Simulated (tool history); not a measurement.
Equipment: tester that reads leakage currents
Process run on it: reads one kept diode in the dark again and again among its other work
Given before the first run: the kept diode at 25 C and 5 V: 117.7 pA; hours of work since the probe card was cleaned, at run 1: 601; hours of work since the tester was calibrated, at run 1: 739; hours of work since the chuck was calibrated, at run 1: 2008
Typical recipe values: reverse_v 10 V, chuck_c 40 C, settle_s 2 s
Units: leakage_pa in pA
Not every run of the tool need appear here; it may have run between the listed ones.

run   hour  reverse_v  chuck_c  settle_s  hours of work since the probe card was cleaned  hours of work since the tester was calibrated  hours of work since the chuck was calibrated  leakage_pa
  1      0         10       40         2                                             601                                            739                                          2008       490.5
  2   21.5         10       40         2                                             611                                            749                                          2018      488.21
  3   63.1         10       40         2                                             631                                            769                                          2038      487.04
  4   84.9         10       40         2                                             642                                            780                                          2049      486.85
  5  103.9         10       40       1.1                                             651                                            789                                          2058      488.95
  6  131.8         10       40       1.1                                             665                                            802                                          2072      487.63
  7  162.9       12.8       40         2                                             680                                            818                                          2087      546.17
  8  188.8         10       22      0.49                                             692                                            830                                          2099      112.21
     195.9  -- probe card cleaned and baked
  9    232        3.7       28      0.49                                              17                                            850                                          2119      114.11
 10  264.1         10       30      0.37                                              33                                            865                                          2134      220.26
 11  299.8         10       30      0.37                                              50                                            883                                          2152      219.55
 12  334.1         10       30      0.37                                              67                                            899                                          2168      220.43

Branching from run 12: 3 alternative next runs. What would each branch give?
  A  357.2         10       40      2.14                                              78                                            910                                          2179           ?
  B  357.2         10       26      2.15                                              78                                            910                                          2179           ?
  C  357.2         11       26      0.69                                              78                                            910                                          2179           ?

run  leakage_pa
  A      484.78
  B      154.71
  C      164.13
The same runs, with their run-to-run variation unchanged, on a tool lacking any hidden condition would have given:
run  leakage_pa
  A      565.97
  B      179.19
  C      189.49
